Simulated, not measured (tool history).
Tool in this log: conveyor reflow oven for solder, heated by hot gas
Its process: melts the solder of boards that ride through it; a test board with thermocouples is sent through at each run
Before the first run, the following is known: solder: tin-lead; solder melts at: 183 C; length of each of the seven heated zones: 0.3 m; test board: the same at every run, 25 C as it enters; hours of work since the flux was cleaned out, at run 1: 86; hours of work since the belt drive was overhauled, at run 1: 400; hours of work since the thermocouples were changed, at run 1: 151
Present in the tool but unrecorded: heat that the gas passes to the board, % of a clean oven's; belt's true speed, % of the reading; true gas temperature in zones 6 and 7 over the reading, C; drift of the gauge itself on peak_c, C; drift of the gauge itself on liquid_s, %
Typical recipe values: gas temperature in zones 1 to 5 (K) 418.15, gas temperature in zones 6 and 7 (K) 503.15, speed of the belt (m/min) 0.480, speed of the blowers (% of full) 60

run   hour  gas temperature in zones 1 to 5 (K)  gas temperature in zones 6 and 7 (K)  speed of the belt (m/min)  speed of the blowers (% of full)  hours of work since the flux was cleaned out  hours of work since the belt drive was overhauled  hours of work since the thermocouples were changed  highest temperature of the board (K)  time above the solder's melting point (s)
  1    0.0                               418.15                                503.15                      0.480                                60                                            86                                                400                                                 151                                485.75                                       54.8
  2   10.1                               418.15                                503.15                      0.480                                60                                            91                                                405                                                 157                                485.35                                       54.5
  3   21.7                               423.15                                503.15                      0.480                                60                                            97                                                411                                                 163                                486.05                                       57.7
  4   33.2                               423.15                                503.15                      0.480                                60                                           103                                                417                                                 168                                486.55                                       57.7
      38.4  -- belt drive overhauled, speed set with a stopwatch
  5   46.8                               418.15                                503.15                      0.480                                71                                           108                                                  4                                                 173                                488.25                                       57.8
  6   56.8                               418.15                                503.15                      0.480                                71                                           113                                                  9                                                 178                                487.85                                       58.3
  7   65.1                               418.15                                503.15                      0.451                                84                                           117                                                 14                                                 183                                492.55                                       66.0
  8   83.6                               414.15                                502.15                      0.491                                83                                           127                                                 23                                                 192                                488.35                                       55.1
  9   99.9                               411.15                                512.15                      0.491                                60                                           135                                                 31                                                 200                                490.55                                       54.8
     109.2  -- belt drive overhauled, speed set with a stopwatch, once more
 10  113.1                               411.15                                512.15                      0.491                                61                                           140                                                  2                                                 205                                490.85                                       54.3
 11  129.3                               432.15                                500.15                      0.480                                60                                           148                                                 10                                                 213                                485.55                                       60.7
 12  139.1                               432.15                                500.15                      0.480                                60                                           153                                                 15                                                 218                                485.25                                       60.4

Predict each of these 3 candidate next runs independently; none follows another, all start after run 12:
  A  148.0                               418.15                                503.15                      0.480                                73                                           158                                                 20                                                 223                                     ?                                          ?
  B  148.0                               418.15                                503.15                      0.480                                86                                           158                                                 20                                                 223                                     ?                                          ?
  C  148.0                               418.15                                503.15                      0.574                                60                                           158                                                 20                                                 223                                     ?                                          ?

run  highest temperature of the board (K)  time above the solder's melting point (s)
  A                                488.15                                       57.8
  B                                490.95                                       59.6
  C                                479.15                                       37.8
Without the tool's hidden state the same runs would have given:
run  highest temperature of the board (K)  time above the solder's melting point (s)
  A                                489.85                                       59.3
  B                                492.65                                       61.1
  C                                480.95                                       39.8
